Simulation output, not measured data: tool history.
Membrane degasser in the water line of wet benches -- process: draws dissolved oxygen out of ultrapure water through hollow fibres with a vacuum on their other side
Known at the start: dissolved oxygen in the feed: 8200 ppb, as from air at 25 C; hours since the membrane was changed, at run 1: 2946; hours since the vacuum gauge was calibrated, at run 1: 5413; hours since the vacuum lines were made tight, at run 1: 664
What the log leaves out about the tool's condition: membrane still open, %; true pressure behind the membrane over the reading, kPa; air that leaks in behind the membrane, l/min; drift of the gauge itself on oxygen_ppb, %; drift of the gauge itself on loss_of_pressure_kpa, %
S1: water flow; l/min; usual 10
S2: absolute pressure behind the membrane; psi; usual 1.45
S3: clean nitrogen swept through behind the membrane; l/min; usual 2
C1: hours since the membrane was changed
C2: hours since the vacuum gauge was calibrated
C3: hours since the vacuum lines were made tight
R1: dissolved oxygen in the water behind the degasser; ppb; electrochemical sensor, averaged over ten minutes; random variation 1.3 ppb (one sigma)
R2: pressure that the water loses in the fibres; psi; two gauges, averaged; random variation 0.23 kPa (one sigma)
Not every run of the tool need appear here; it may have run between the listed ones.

run,day,S1,S2,S3,C1,C2,C3,R1,R2
1,0,10,1.45,2,2946,5413,664,132.1,8.535
2,8.396,6,1.45,2,3147,5614,866,58.6,5.089
3,14.162,6,1.45,2,3286,5752,1004,58.2,5.081
4,18.954,6,1.7,2,3401,5867,1119,71.6,5.055
# day 21.896: vacuum gauge calibrated
5,25.212,6,1.7,2,3550,80,1269,70.3,5.101
6,33.125,6,1.7,2,3740,269,1459,71.2,5.086
7,42.071,6,1.7,2,3955,484,1673,71.7,5.134
8,48.808,6,2.68,2,4117,646,1835,121.2,5.143
9,59.058,6,2.68,2,4363,892,2081,122.2,5.175
10,67.1,10,1.45,2,4556,1085,2274,131,8.54
11,73.067,6,1.45,2,4699,1228,2417,58.7,5.153
12,77.542,6,1.45,2,4806,1335,2525,59.4,5.143
13,85.108,6,1.45,2,4988,1517,2706,60,5.155
14,95.258,6,1.45,2,5231,1761,2950,60.1,5.208
15,105.983,6,1.45,2,5489,2018,3207,59.9,5.129
16,116.475,10,1.45,0.86,5741,2270,3459,237.1,8.64
17,125.338,15,2.48,3.61,5953,2483,3672,298.4,12.985
18,133.758,9,1.65,5.6,6155,2685,3874,69.3,7.8
19,142.029,8,1.65,4.75,6354,2883,4072,59.8,6.902
20,152.033,8,1.65,4.75,6594,3123,4312,59.4,6.976
21,159.983,8,1.65,3.03,6785,3314,4503,78.9,6.982
22,170.171,8,1.65,3.03,7029,3559,4748,80.6,6.986
23,178.867,13,1.51,2.32,7238,3767,4956,213.7,11.317
24,188.038,7,1.12,2.83,7458,3987,5176,45.3,6.144
25,197.312,10,0.99,2,7681,4210,5399,100.3,8.754
26,204.05,10,1.45,0.99,7842,4372,5561,219.9,8.766
27,213.054,13,1.58,0.96,8058,4588,5777,355.5,11.384
28,219.642,10,2.58,1.52,8217,4746,5935,290.4,8.789
29,227.062,10,2.58,1.52,8395,4924,6113,290,8.77

Forecast each of these 4 alternatives for the next run:
A,233.712,10,3.03,2,8554,5084,6273,?,?
B,233.712,6,2.42,4.79,8554,5084,6273,?,?
C,233.712,10,1.04,2.08,8554,5084,6273,?,?
D,233.712,6,1.29,1.02,8554,5084,6273,?,?

run,R1,R2
A,273.1,8.82
B,53.9,5.266
C,105.1,8.725
D,97.3,5.262
Had the tool no hidden state, the same runs would have come out as:
run,R1,R2
A,250.8,8.383
B,47.9,5.007
C,87.8,8.29
D,86.3,4.999
